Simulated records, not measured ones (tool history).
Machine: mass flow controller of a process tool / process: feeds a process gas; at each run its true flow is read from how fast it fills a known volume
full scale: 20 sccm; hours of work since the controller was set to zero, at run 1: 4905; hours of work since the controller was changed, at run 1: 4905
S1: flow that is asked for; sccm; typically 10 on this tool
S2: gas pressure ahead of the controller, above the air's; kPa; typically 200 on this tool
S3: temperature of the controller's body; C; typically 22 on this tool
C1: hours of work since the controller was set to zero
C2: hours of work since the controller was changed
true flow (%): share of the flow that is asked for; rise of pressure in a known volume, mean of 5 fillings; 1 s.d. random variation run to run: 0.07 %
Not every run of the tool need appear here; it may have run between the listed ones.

{"run": 1, "hour": 0.0, "S1": 10, "S2": 200, "S3": 22, "C1": 4905, "C2": 4905, "true flow (%)": 95.67}
{"run": 2, "hour": 186.7, "S1": 10, "S2": 200, "S3": 37, "C1": 4970, "C2": 4970, "true flow (%)": 94.23}
{"run": 3, "hour": 500.7, "S1": 10, "S2": 200, "S3": 37, "C1": 5079, "C2": 5079, "true flow (%)": 94.3}
{"run": 4, "hour": 687.0, "S1": 10, "S2": 244, "S3": 22, "C1": 5143, "C2": 5143, "true flow (%)": 95.7}
{"run": 5, "hour": 1051.6, "S1": 3, "S2": 200, "S3": 22, "C1": 5270, "C2": 5270, "true flow (%)": 90.3}
{"run": 6, "hour": 1205.5, "S1": 3, "S2": 200, "S3": 22, "C1": 5323, "C2": 5323, "true flow (%)": 90.31}
{"run": 7, "hour": 1461.8, "S1": 3, "S2": 200, "S3": 22, "C1": 5412, "C2": 5412, "true flow (%)": 90.25}
{"run": 8, "hour": 1658.2, "S1": 3, "S2": 200, "S3": 22, "C1": 5481, "C2": 5481, "true flow (%)": 90.13}
{"run": 9, "hour": 1916.9, "S1": 3, "S2": 200, "S3": 22, "C1": 5570, "C2": 5570, "true flow (%)": 90.13}
{"run": 10, "hour": 2165.4, "S1": 3, "S2": 200, "S3": 22, "C1": 5657, "C2": 5657, "true flow (%)": 89.83}
{"run": 11, "hour": 2402.1, "S1": 10, "S2": 200, "S3": 22, "C1": 5739, "C2": 5739, "true flow (%)": 95.17}
{"run": 12, "hour": 2762.5, "S1": 10, "S2": 200, "S3": 33, "C1": 5864, "C2": 5864, "true flow (%)": 94.23}
{"run": 13, "hour": 3078.7, "S1": 2, "S2": 179, "S3": 25, "C1": 5974, "C2": 5974, "true flow (%)": 85.85}
{"hour": 3096.1, "done": "controller's zero set anew"}
{"run": 14, "hour": 3330.0, "S1": 4, "S2": 257, "S3": 27, "C1": 81, "C2": 6061, "true flow (%)": 88.06}
{"run": 15, "hour": 3626.4, "S1": 6, "S2": 153, "S3": 33, "C1": 184, "C2": 6164, "true flow (%)": 90.15}
{"run": 16, "hour": 3858.3, "S1": 12, "S2": 231, "S3": 39, "C1": 265, "C2": 6244, "true flow (%)": 93.34}
{"run": 17, "hour": 4108.4, "S1": 2, "S2": 200, "S3": 22, "C1": 351, "C2": 6331, "true flow (%)": 79.67}
{"hour": 4278.0, "done": "controller's zero set anew, once more"}
{"run": 18, "hour": 4463.2, "S1": 2, "S2": 200, "S3": 22, "C1": 64, "C2": 6454, "true flow (%)": 95.39}
{"run": 19, "hour": 4712.5, "S1": 5, "S2": 168, "S3": 27, "C1": 151, "C2": 6541, "true flow (%)": 95.34}
{"run": 20, "hour": 5053.6, "S1": 2, "S2": 277, "S3": 22, "C1": 269, "C2": 6659, "true flow (%)": 95.2}
{"run": 21, "hour": 5345.7, "S1": 3, "S2": 175, "S3": 23, "C1": 371, "C2": 6761, "true flow (%)": 95.14}
{"run": 22, "hour": 5573.6, "S1": 3, "S2": 175, "S3": 23, "C1": 450, "C2": 6840, "true flow (%)": 94.9}

Each row is a separate what-if for the run after 22, all from the same tool condition, not one after another. Results?
{"run": "A", "hour": 5804.4, "S1": 10, "S2": 188, "S3": 31, "C1": 530, "C2": 6920, "true flow (%)": "?"}
{"run": "B", "hour": 5804.4, "S1": 17, "S2": 258, "S3": 21, "C1": 530, "C2": 6920, "true flow (%)": "?"}
{"run": "C", "hour": 5804.4, "S1": 2, "S2": 167, "S3": 22, "C1": 530, "C2": 6920, "true flow (%)": "?"}
{"run": "D", "hour": 5804.4, "S1": 10, "S2": 257, "S3": 32, "C1": 530, "C2": 6920, "true flow (%)": "?"}
{"run": "E", "hour": 5804.4, "S1": 10, "S2": 151, "S3": 22, "C1": 530, "C2": 6920, "true flow (%)": "?"}

run=A true_flow_(%)=95.83
run=B true_flow_(%)=98.08
run=C true_flow_(%)=94.42
run=D true_flow_(%)=95.97
run=E true_flow_(%)=96.4
Without the tool's hidden state the same runs would have given:
run=A true_flow_(%)=97.82
run=B true_flow_(%)=100
run=C true_flow_(%)=97.07
run=D true_flow_(%)=97.96
run=E true_flow_(%)=98.39

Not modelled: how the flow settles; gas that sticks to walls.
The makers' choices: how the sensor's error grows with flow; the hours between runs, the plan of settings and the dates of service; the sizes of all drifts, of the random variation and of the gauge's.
